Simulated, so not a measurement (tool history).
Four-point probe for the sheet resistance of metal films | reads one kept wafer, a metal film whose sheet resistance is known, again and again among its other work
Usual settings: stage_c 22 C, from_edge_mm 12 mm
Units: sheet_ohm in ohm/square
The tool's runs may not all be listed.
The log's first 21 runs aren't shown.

run	day	stage_c	from_edge_mm	sheet_ohm
# day 47.825: stage's thermometer calibrated, once more
22	48.004	26	12	1.449413
23	50.771	27	44	1.445561
24	53.367	27	44	1.445947
25	55.488	27	44	1.447572
26	58.467	24	5	1.480684
27	61.304	24	5	1.481952
28	63.000	29	50	1.449187
29	65.925	26	34	1.452224
30	67.312	26	34	1.452789
31	69.271	34	28	1.449852
32	70.833	26	9	1.463440
33	73.054	26	9	1.464165
34	75.500	22	5	1.489243
# day 76.704: new probe head fitted
35	77.675	31	5	1.462001
36	80.700	31	5	1.462807
37	82.379	31	5	1.464047
38	84.108	22	3	1.520662
39	86.175	33	15	1.437821
40	88.362	26	23	1.440690
41	91.388	20	23	1.445858
42	94.296	22	53	1.444467
43	96.608	27	29	1.443115

5 ways to go on from here, each from the tool as it stands after run 43. What would each give?
A	99.333	31	4	?
B	99.333	27	5	?
C	99.333	25	5	?
D	99.333	19	29	?
E	99.333	24	25	?

run	sheet_ohm
A	1.487699
B	1.473977
C	1.475316
D	1.449694
E	1.446086
Without the tool's hidden state the same runs would have given:
run	sheet_ohm
A	1.480307
B	1.466667
C	1.468010
D	1.442535
E	1.438917

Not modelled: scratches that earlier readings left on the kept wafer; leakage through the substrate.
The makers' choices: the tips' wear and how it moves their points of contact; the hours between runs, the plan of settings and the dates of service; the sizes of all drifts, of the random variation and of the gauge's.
